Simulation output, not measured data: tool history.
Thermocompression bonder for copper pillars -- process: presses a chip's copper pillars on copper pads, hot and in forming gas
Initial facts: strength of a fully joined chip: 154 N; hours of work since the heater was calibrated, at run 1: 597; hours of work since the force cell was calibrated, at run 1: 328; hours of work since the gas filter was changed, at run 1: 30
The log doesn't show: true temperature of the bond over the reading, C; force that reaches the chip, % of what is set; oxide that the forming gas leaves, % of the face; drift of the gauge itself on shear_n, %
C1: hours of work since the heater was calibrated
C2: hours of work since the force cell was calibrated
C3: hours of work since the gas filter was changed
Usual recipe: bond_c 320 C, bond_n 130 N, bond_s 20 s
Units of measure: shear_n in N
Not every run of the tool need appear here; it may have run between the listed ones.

run 1 hour=0.0 | bond_c=320 bond_n=130 bond_s=20 | C1=597 C2=328 C3=30 | shear_n=88.1
run 2 hour=7.1 | bond_c=320 bond_n=130 bond_s=20 | C1=601 C2=332 C3=35 | shear_n=86.2
run 3 hour=21.1 | bond_c=320 bond_n=130 bond_s=20 | C1=609 C2=341 C3=43 | shear_n=88.3
run 4 hour=35.7 | bond_c=320 bond_n=130 bond_s=20 | C1=618 C2=349 C3=52 | shear_n=87.3
run 5 hour=50.1 | bond_c=320 bond_n=92 bond_s=20 | C1=626 C2=358 C3=60 | shear_n=67.2
run 6 hour=58.4 | bond_c=320 bond_n=130 bond_s=43 | C1=631 C2=363 C3=65 | shear_n=105.9
run 7 hour=70.5 | bond_c=320 bond_n=130 bond_s=27 | C1=638 C2=370 C3=72 | shear_n=94.9
run 8 hour=81.3 | bond_c=320 bond_n=130 bond_s=27 | C1=645 C2=376 C3=79 | shear_n=94.0
run 9 hour=96.2 | bond_c=320 bond_n=142 bond_s=20 | C1=654 C2=385 C3=87 | shear_n=89.3
run 10 hour=110.5 | bond_c=309 bond_n=130 bond_s=20 | C1=662 C2=394 C3=96 | shear_n=73.0
run 11 hour=122.3 | bond_c=309 bond_n=130 bond_s=20 | C1=669 C2=401 C3=103 | shear_n=73.8
run 12 hour=129.7 | bond_c=320 bond_n=130 bond_s=20 | C1=673 C2=405 C3=107 | shear_n=84.6
run 13 hour=137.3 | bond_c=308 bond_n=130 bond_s=20 | C1=678 C2=409 C3=112 | shear_n=72.0
run 14 hour=146.2 | bond_c=320 bond_n=130 bond_s=20 | C1=683 C2=415 C3=117 | shear_n=83.5
run 15 hour=155.1 | bond_c=320 bond_n=130 bond_s=20 | C1=688 C2=420 C3=122 | shear_n=84.5
run 16 hour=163.9 | bond_c=320 bond_n=130 bond_s=11 | C1=694 C2=425 C3=127 | shear_n=68.9
run 17 hour=175.7 | bond_c=320 bond_n=82 bond_s=11 | C1=701 C2=432 C3=134 | shear_n=47.1
run 18 hour=182.3 | bond_c=332 bond_n=143 bond_s=20 | C1=704 C2=436 C3=138 | shear_n=100.9
run 19 hour=188.8 | bond_c=332 bond_n=143 bond_s=20 | C1=708 C2=440 C3=142 | shear_n=100.0
run 20 hour=198.3 | bond_c=291 bond_n=172 bond_s=29 | C1=714 C2=446 C3=148 | shear_n=77.5
run 21 hour=213.3 | bond_c=328 bond_n=176 bond_s=15 | C1=723 C2=454 C3=157 | shear_n=100.2
run 22 hour=223.4 | bond_c=342 bond_n=142 bond_s=22 | C1=729 C2=460 C3=163 | shear_n=110.8
run 23 hour=236.6 | bond_c=320 bond_n=85 bond_s=20 | C1=737 C2=468 C3=170 | shear_n=59.8
run 24 hour=244.6 | bond_c=320 bond_n=85 bond_s=20 | C1=741 C2=473 C3=175 | shear_n=61.1
run 25 hour=259.6 | bond_c=303 bond_n=130 bond_s=44 | C1=750 C2=482 C3=184 | shear_n=85.5
run 26 hour=275.1 | bond_c=317 bond_n=130 bond_s=26 | C1=759 C2=491 C3=193 | shear_n=84.9
run 27 hour=290.3 | bond_c=317 bond_n=130 bond_s=26 | C1=768 C2=500 C3=202 | shear_n=84.4
run 28 hour=302.7 | bond_c=320 bond_n=130 bond_s=21 | C1=776 C2=507 C3=210 | shear_n=82.5
run 29 hour=314.5 | bond_c=320 bond_n=130 bond_s=37 | C1=783 C2=514 C3=217 | shear_n=97.5
run 30 hour=323.2 | bond_c=320 bond_n=149 bond_s=37 | C1=788 C2=519 C3=222 | shear_n=102.8
-- hour=328.0 forming gas filter changed
run 31 hour=334.4 | bond_c=320 bond_n=149 bond_s=37 | C1=794 C2=526 C3=4 | shear_n=111.2
run 32 hour=349.2 | bond_c=320 bond_n=149 bond_s=59 | C1=803 C2=535 C3=13 | shear_n=124.8
run 33 hour=361.2 | bond_c=303 bond_n=149 bond_s=59 | C1=810 C2=542 C3=20 | shear_n=106.5
run 34 hour=375.2 | bond_c=293 bond_n=130 bond_s=20 | C1=818 C2=550 C3=28 | shear_n=59.5

Some steps in shear_n between neighbouring runs. How much of each would the tool show without its hidden state too (settings, what came in, random variation), and how much is left for the hidden state, with any gauge scatter that isn't in both results?
Run 17 -> 18: bond_c 320 -> 332, bond_n 82 -> 143, bond_s 11 -> 20. shear_n +53.8 N: hidden state -3.6, all else +57.4.
Run 22 -> 23: bond_c 342 -> 320, bond_n 142 -> 85, bond_s 22 -> 20. shear_n -51.0 N: hidden state +2.5, all else -53.5.
Run 24 -> 25: bond_c 320 -> 303, bond_n 85 -> 130, bond_s 20 -> 44. shear_n +24.4 N: hidden state -2.8, all else +27.2.
Run 30 -> 31: forming gas filter changed. shear_n +8.4 N: hidden state +7.6, all else +0.8.
Run 33 -> 34: bond_c 303 -> 293, bond_n 149 -> 130, bond_s 59 -> 20. shear_n -47.0 N: hidden state +0.6, all else -47.6.

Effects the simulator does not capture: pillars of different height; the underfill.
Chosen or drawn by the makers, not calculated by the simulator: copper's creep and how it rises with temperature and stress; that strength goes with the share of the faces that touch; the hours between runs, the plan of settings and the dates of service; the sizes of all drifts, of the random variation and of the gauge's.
